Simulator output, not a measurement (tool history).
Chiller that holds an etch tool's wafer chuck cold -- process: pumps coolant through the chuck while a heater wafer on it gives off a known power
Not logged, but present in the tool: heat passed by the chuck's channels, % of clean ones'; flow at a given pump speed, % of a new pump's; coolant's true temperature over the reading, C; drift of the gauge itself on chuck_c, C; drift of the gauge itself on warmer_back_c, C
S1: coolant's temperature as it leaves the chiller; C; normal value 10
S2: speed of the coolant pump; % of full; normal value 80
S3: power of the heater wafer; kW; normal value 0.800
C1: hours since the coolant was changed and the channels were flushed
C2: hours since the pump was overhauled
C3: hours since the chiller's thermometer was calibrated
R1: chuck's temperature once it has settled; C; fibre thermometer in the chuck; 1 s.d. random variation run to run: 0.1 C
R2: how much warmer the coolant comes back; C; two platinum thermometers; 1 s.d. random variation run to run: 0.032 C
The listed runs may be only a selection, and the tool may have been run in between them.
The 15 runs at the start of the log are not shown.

run,hour,S1,S2,S3,C1,C2,C3,R1,R2
16,1200.6,10,83,0.800,3316,2768,727,18.7,3.42
17,1264.5,6,80,0.800,3380,2832,791,14.9,3.54
18,1332.4,10,70,1.061,3448,2900,859,23.0,5.40
19,1436.9,7,99,0.455,3553,3005,964,11.5,1.65
20,1547.1,7,93,0.800,3663,3115,1074,15.0,3.01
21,1598.3,7,93,0.800,3714,3166,1125,15.0,3.05
22,1676.7,4,80,0.800,3792,3244,1204,13.0,3.60
23,1747.6,2,97,1.167,3863,3315,1275,13.4,4.20
24,1848.3,11,76,0.509,3964,3416,1375,17.1,2.38
25,1954.8,18,80,0.800,4071,3522,1482,27.1,3.57
26,2036.4,18,80,0.800,4152,3604,1563,27.2,3.61
27,2108.5,18,80,0.484,4224,3676,1635,23.7,2.16
28,2196.0,20,80,0.477,4312,3764,1723,25.7,2.18
29,2244.5,20,80,0.477,4360,3812,1771,25.9,2.10
30,2305.1,2,62,0.800,4421,3873,1832,13.3,4.79
31,2399.8,8,76,0.800,4516,3967,1927,17.7,3.83
32,2500.4,10,80,0.587,4616,4068,2027,16.9,2.68
33,2547.6,10,71,0.800,4663,4115,2074,20.2,4.15

Predict each of these 3 candidate next runs independently; none follows another, all start after run 33:
A,2615.1,12,89,0.434,4731,4183,2142,?,?
B,2615.1,10,79,0.800,4731,4183,2142,?,?
C,2615.1,3,80,0.800,4731,4183,2142,?,?

run,R1,R2
A,16.8,1.78
B,19.5,3.67
C,12.6,3.63
Stripped of hidden state, with their random variation kept, the same runs would have yielded:
run,R1,R2
A,15.9,1.64
B,18.0,3.39
C,11.1,3.35

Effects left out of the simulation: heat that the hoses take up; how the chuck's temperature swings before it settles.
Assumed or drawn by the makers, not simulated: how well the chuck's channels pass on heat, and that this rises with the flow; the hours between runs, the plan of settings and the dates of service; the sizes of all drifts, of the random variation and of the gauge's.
